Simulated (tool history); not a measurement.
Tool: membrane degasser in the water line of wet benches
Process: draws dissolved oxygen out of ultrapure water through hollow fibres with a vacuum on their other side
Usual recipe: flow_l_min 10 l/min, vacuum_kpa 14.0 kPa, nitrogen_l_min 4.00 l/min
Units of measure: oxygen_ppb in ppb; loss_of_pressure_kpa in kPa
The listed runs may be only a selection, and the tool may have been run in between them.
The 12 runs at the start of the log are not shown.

run 13 hour=2415.6 | flow_l_min=8 vacuum_kpa=14.0 nitrogen_l_min=4.00 | oxygen_ppb=54.9 loss_of_pressure_kpa=53.93
run 14 hour=2631.3 | flow_l_min=10 vacuum_kpa=14.0 nitrogen_l_min=4.00 | oxygen_ppb=69.4 loss_of_pressure_kpa=67.02
run 15 hour=2896.8 | flow_l_min=10 vacuum_kpa=14.0 nitrogen_l_min=4.00 | oxygen_ppb=69.1 loss_of_pressure_kpa=67.26
run 16 hour=3137.9 | flow_l_min=10 vacuum_kpa=14.0 nitrogen_l_min=4.00 | oxygen_ppb=67.6 loss_of_pressure_kpa=67.62
run 17 hour=3325.0 | flow_l_min=10 vacuum_kpa=33.4 nitrogen_l_min=2.97 | oxygen_ppb=246.2 loss_of_pressure_kpa=67.80
run 18 hour=3492.3 | flow_l_min=16 vacuum_kpa=19.0 nitrogen_l_min=7.12 | oxygen_ppb=104.9 loss_of_pressure_kpa=108.28
-- hour=3535.4 seals of the vacuum lines changed
run 19 hour=3690.8 | flow_l_min=16 vacuum_kpa=19.0 nitrogen_l_min=7.12 | oxygen_ppb=104.4 loss_of_pressure_kpa=108.07
run 20 hour=3807.7 | flow_l_min=8 vacuum_kpa=13.3 nitrogen_l_min=4.00 | oxygen_ppb=51.0 loss_of_pressure_kpa=53.98
run 21 hour=3937.9 | flow_l_min=8 vacuum_kpa=14.0 nitrogen_l_min=1.78 | oxygen_ppb=118.8 loss_of_pressure_kpa=54.36
run 22 hour=4104.2 | flow_l_min=8 vacuum_kpa=14.0 nitrogen_l_min=1.78 | oxygen_ppb=118.2 loss_of_pressure_kpa=54.74
run 23 hour=4333.3 | flow_l_min=12 vacuum_kpa=14.0 nitrogen_l_min=4.00 | oxygen_ppb=84.8 loss_of_pressure_kpa=81.46
run 24 hour=4484.4 | flow_l_min=12 vacuum_kpa=14.0 nitrogen_l_min=4.00 | oxygen_ppb=84.8 loss_of_pressure_kpa=81.39
run 25 hour=4602.4 | flow_l_min=7 vacuum_kpa=16.6 nitrogen_l_min=4.00 | oxygen_ppb=58.2 loss_of_pressure_kpa=47.49
run 26 hour=4863.6 | flow_l_min=16 vacuum_kpa=21.9 nitrogen_l_min=7.78 | oxygen_ppb=112.6 loss_of_pressure_kpa=108.20
run 27 hour=5055.8 | flow_l_min=7 vacuum_kpa=33.3 nitrogen_l_min=1.60 | oxygen_ppb=312.8 loss_of_pressure_kpa=47.85
run 28 hour=5232.1 | flow_l_min=7 vacuum_kpa=33.3 nitrogen_l_min=1.60 | oxygen_ppb=314.9 loss_of_pressure_kpa=47.60
run 29 hour=5418.0 | flow_l_min=8 vacuum_kpa=15.6 nitrogen_l_min=1.60 | oxygen_ppb=151.2 loss_of_pressure_kpa=54.28
run 30 hour=5651.5 | flow_l_min=8 vacuum_kpa=15.6 nitrogen_l_min=1.60 | oxygen_ppb=150.1 loss_of_pressure_kpa=54.47
run 31 hour=5836.1 | flow_l_min=8 vacuum_kpa=14.3 nitrogen_l_min=3.33 | oxygen_ppb=65.2 loss_of_pressure_kpa=54.87
run 32 hour=6048.9 | flow_l_min=10 vacuum_kpa=10.0 nitrogen_l_min=4.22 | oxygen_ppb=42.0 loss_of_pressure_kpa=68.11

Alternative continuations, all from the tool just after run 32; predict every row:
run A hour=6213.8 | flow_l_min=10 vacuum_kpa=10.0 nitrogen_l_min=3.53 | oxygen_ppb=? loss_of_pressure_kpa=?
run B hour=6213.8 | flow_l_min=13 vacuum_kpa=30.3 nitrogen_l_min=2.26 | oxygen_ppb=? loss_of_pressure_kpa=?
run C hour=6213.8 | flow_l_min=8 vacuum_kpa=9.9 nitrogen_l_min=9.40 | oxygen_ppb=? loss_of_pressure_kpa=?
run D hour=6213.8 | flow_l_min=6 vacuum_kpa=14.9 nitrogen_l_min=4.00 | oxygen_ppb=? loss_of_pressure_kpa=?

run=A oxygen_ppb=50.0 loss_of_pressure_kpa=68.31
run=B oxygen_ppb=367.9 loss_of_pressure_kpa=88.76
run=C oxygen_ppb=14.9 loss_of_pressure_kpa=54.79
run=D oxygen_ppb=43.9 loss_of_pressure_kpa=40.88
The same runs, with their run-to-run variation unchanged, on a tool lacking any hidden condition would have given:
run=A oxygen_ppb=49.9 loss_of_pressure_kpa=66.96
run=B oxygen_ppb=367.7 loss_of_pressure_kpa=87.01
run=C oxygen_ppb=14.9 loss_of_pressure_kpa=53.70
run=D oxygen_ppb=43.9 loss_of_pressure_kpa=40.07

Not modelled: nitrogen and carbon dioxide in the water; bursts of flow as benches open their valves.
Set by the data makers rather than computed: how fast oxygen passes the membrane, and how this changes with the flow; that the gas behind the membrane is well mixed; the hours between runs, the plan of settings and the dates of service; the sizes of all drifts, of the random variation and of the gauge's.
